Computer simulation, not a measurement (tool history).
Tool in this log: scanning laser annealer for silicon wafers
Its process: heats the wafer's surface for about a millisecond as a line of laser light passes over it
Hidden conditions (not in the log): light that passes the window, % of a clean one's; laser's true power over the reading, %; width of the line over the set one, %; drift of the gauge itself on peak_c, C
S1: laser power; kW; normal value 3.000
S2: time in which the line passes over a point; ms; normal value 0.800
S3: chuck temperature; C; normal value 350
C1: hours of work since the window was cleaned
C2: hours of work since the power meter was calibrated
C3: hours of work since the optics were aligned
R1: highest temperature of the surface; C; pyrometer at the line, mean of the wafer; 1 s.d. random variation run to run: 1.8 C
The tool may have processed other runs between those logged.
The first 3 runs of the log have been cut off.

run 4 day=3.917 | S1=3.000 S2=0.800 S3=341 | C1=295 C2=660 C3=475 | R1=1027
run 5 day=4.725 | S1=3.000 S2=0.800 S3=341 | C1=307 C2=672 C3=486 | R1=1027
run 6 day=5.492 | S1=3.000 S2=0.800 S3=341 | C1=318 C2=683 C3=497 | R1=1025
run 7 day=6.392 | S1=3.000 S2=0.800 S3=341 | C1=331 C2=696 C3=510 | R1=1021
run 8 day=7.350 | S1=3.000 S2=0.800 S3=350 | C1=345 C2=710 C3=524 | R1=1030
run 9 day=9.038 | S1=3.000 S2=0.800 S3=350 | C1=369 C2=735 C3=549 | R1=1030
run 10 day=10.529 | S1=3.000 S2=0.800 S3=350 | C1=391 C2=756 C3=570 | R1=1027
run 11 day=12.221 | S1=3.000 S2=0.800 S3=350 | C1=415 C2=781 C3=595 | R1=1024
-- day=13.479 window over the wafer cleaned
run 12 day=13.846 | S1=3.000 S2=0.800 S3=332 | C1=5 C2=803 C3=617 | R1=987
run 13 day=15.446 | S1=3.000 S2=0.800 S3=332 | C1=28 C2=826 C3=640 | R1=990
run 14 day=17.046 | S1=3.000 S2=0.805 S3=350 | C1=52 C2=849 C3=663 | R1=1009
run 15 day=18.867 | S1=3.000 S2=0.805 S3=350 | C1=78 C2=876 C3=690 | R1=1008
run 16 day=20.175 | S1=3.000 S2=0.805 S3=350 | C1=97 C2=895 C3=709 | R1=1006
run 17 day=21.125 | S1=3.000 S2=0.805 S3=350 | C1=111 C2=908 C3=722 | R1=1005
-- day=22.583 window over the wafer cleaned, once more
run 18 day=22.658 | S1=3.000 S2=0.805 S3=350 | C1=1 C2=929 C3=743 | R1=1054
run 19 day=23.404 | S1=3.000 S2=0.805 S3=350 | C1=12 C2=940 C3=754 | R1=1056
run 20 day=25.112 | S1=3.000 S2=0.805 S3=350 | C1=37 C2=965 C3=779 | R1=1050
run 21 day=26.567 | S1=3.000 S2=0.800 S3=350 | C1=58 C2=986 C3=800 | R1=1048
run 22 day=27.958 | S1=3.000 S2=0.800 S3=350 | C1=78 C2=1006 C3=820 | R1=1043
run 23 day=28.950 | S1=3.000 S2=0.800 S3=350 | C1=92 C2=1020 C3=835 | R1=1045
run 24 day=30.554 | S1=3.000 S2=0.800 S3=350 | C1=115 C2=1044 C3=858 | R1=1043
run 25 day=31.892 | S1=3.000 S2=0.800 S3=350 | C1=135 C2=1063 C3=877 | R1=1044
run 26 day=32.967 | S1=2.789 S2=0.633 S3=367 | C1=150 C2=1079 C3=893 | R1=940

Run 27 comes next. What will it give?
run 27 day=34.379 | S1=2.789 S2=0.633 S3=317 | C1=171 C2=1099 C3=913 | R1=?

For run 27 the tool returned R1 888 C.
Take away the tool's hidden state, keep the run-to-run variation as it was, and the same run would have given R1 909 C.
